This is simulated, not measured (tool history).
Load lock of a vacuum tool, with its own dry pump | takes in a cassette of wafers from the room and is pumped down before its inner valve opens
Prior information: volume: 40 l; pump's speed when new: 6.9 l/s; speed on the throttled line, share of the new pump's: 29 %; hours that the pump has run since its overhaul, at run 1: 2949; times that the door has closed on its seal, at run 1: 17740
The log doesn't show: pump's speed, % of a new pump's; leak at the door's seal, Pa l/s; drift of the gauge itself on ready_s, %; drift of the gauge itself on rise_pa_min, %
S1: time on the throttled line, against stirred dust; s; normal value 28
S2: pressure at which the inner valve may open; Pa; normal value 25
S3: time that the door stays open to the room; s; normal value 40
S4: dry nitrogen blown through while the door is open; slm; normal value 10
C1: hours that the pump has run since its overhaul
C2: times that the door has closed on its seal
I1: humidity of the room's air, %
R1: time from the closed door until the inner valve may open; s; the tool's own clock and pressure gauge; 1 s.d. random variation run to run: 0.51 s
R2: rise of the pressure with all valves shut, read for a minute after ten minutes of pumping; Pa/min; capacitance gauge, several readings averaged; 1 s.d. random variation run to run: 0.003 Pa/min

run 1 hour=0 | S1=28 S2=25 S3=40 S4=10 | C1=2949 C2=17740 | I1=42.9 | R1=69.9 R2=0.211
run 2 hour=264.4 | S1=28 S2=25 S3=70 S4=10 | C1=3214 C2=18713 | I1=45 | R1=69.9 R2=0.242
run 3 hour=434.8 | S1=28 S2=25 S3=143 S4=10 | C1=3384 C2=19341 | I1=44.1 | R1=70.8 R2=0.267
run 4 hour=759.5 | S1=28 S2=25 S3=143 S4=10 | C1=3709 C2=20536 | I1=47.4 | R1=71.4 R2=0.293
run 5 hour=1107.7 | S1=28 S2=25 S3=143 S4=10 | C1=4057 C2=21817 | I1=44.3 | R1=70.8 R2=0.315
-- hour=1166.5 door's seal changed, seat wiped
run 6 hour=1335.1 | S1=28 S2=25 S3=143 S4=7 | C1=4283 C2=620 | I1=44.7 | R1=70.5 R2=0.061
run 7 hour=1494.8 | S1=28 S2=25 S3=143 S4=7 | C1=4442 C2=1208 | I1=47.3 | R1=71.3 R2=0.067
run 8 hour=1668.1 | S1=28 S2=25 S3=143 S4=7 | C1=4616 C2=1846 | I1=46.1 | R1=71.3 R2=0.069
run 9 hour=1827.6 | S1=28 S2=25 S3=119 S4=10 | C1=4775 C2=2433 | I1=46.3 | R1=71.2 R2=0.058
run 10 hour=2027.6 | S1=28 S2=25 S3=119 S4=10 | C1=4975 C2=3169 | I1=49.4 | R1=71.6 R2=0.067
run 11 hour=2234 | S1=28 S2=25 S3=119 S4=10 | C1=5182 C2=3929 | I1=43.3 | R1=70.9 R2=0.065
run 12 hour=2472.4 | S1=28 S2=25 S3=119 S4=10 | C1=5420 C2=4807 | I1=47.9 | R1=72.5 R2=0.074
run 13 hour=2673.1 | S1=28 S2=25 S3=119 S4=10 | C1=5621 C2=5546 | I1=46.2 | R1=71.1 R2=0.075
run 14 hour=2992.8 | S1=28 S2=25 S3=119 S4=10 | C1=5940 C2=6723 | I1=45.8 | R1=72.7 R2=0.093
run 15 hour=3178.5 | S1=31 S2=44 S3=143 S4=22 | C1=6126 C2=7406 | I1=44.2 | R1=69.9 R2=0.086
run 16 hour=3515.8 | S1=22 S2=27 S3=203 S4=22 | C1=6463 C2=8648 | I1=45.7 | R1=67.3 R2=0.11
run 17 hour=3684 | S1=28 S2=39 S3=40 S4=40 | C1=6632 C2=9267 | I1=47.1 | R1=70 R2=0.074
run 18 hour=3983.5 | S1=28 S2=28 S3=40 S4=9 | C1=6931 C2=10370 | I1=44 | R1=72.1 R2=0.098
run 19 hour=4243.4 | S1=15 S2=23 S3=220 S4=16 | C1=7191 C2=11327 | I1=44.4 | R1=63.8 R2=0.152
run 20 hour=4450.4 | S1=47 S2=25 S3=69 S4=10 | C1=7398 C2=12089 | I1=43.9 | R1=85.5 R2=0.13
run 21 hour=4635.1 | S1=15 S2=25 S3=69 S4=13 | C1=7583 C2=12769 | I1=44.8 | R1=63.7 R2=0.137
run 22 hour=4903 | S1=34 S2=21 S3=115 S4=10 | C1=7851 C2=13755 | I1=44.3 | R1=78.7 R2=0.175
run 23 hour=5224.8 | S1=34 S2=21 S3=115 S4=10 | C1=8172 C2=14940 | I1=46.1 | R1=78.3 R2=0.187
run 24 hour=5539.7 | S1=34 S2=21 S3=115 S4=10 | C1=8487 C2=16099 | I1=46.3 | R1=79 R2=0.208
run 25 hour=5815.5 | S1=34 S2=21 S3=115 S4=10 | C1=8763 C2=17114 | I1=42.4 | R1=78.1 R2=0.224
run 26 hour=6101.2 | S1=34 S2=21 S3=115 S4=10 | C1=9049 C2=18166 | I1=44.5 | R1=78.7 R2=0.244
run 27 hour=6436.2 | S1=18 S2=21 S3=115 S4=10 | C1=9384 C2=19399 | I1=44.8 | R1=68 R2=0.264

What would each run have given without the hidden state, its run-to-run variation left as it was?
run=1 R1=68 R2=0.022
run=2 R1=67.8 R2=0.035
run=3 R1=68.6 R2=0.049
run=4 R1=69 R2=0.054
run=5 R1=68.3 R2=0.055
run=6 R1=67.9 R2=0.06
run=7 R1=68.6 R2=0.063
run=8 R1=68.5 R2=0.062
run=9 R1=68.2 R2=0.047
run=10 R1=68.5 R2=0.053
run=11 R1=67.8 R2=0.045
run=12 R1=69.2 R2=0.047
run=13 R1=67.7 R2=0.043
run=14 R1=69 R2=0.051
run=15 R1=66.6 R2=0.039
run=16 R1=63.2 R2=0.052
run=17 R1=66.2 R2=0.009
run=18 R1=67.9 R2=0.02
run=19 R1=59 R2=0.062
run=20 R1=81.7 R2=0.032
run=21 R1=58.6 R2=0.028
run=22 R1=74 R2=0.051
run=23 R1=73.5 R2=0.049
run=24 R1=74 R2=0.05
run=25 R1=73 R2=0.047
run=26 R1=73.4 R2=0.048
run=27 R1=61.8 R2=0.042
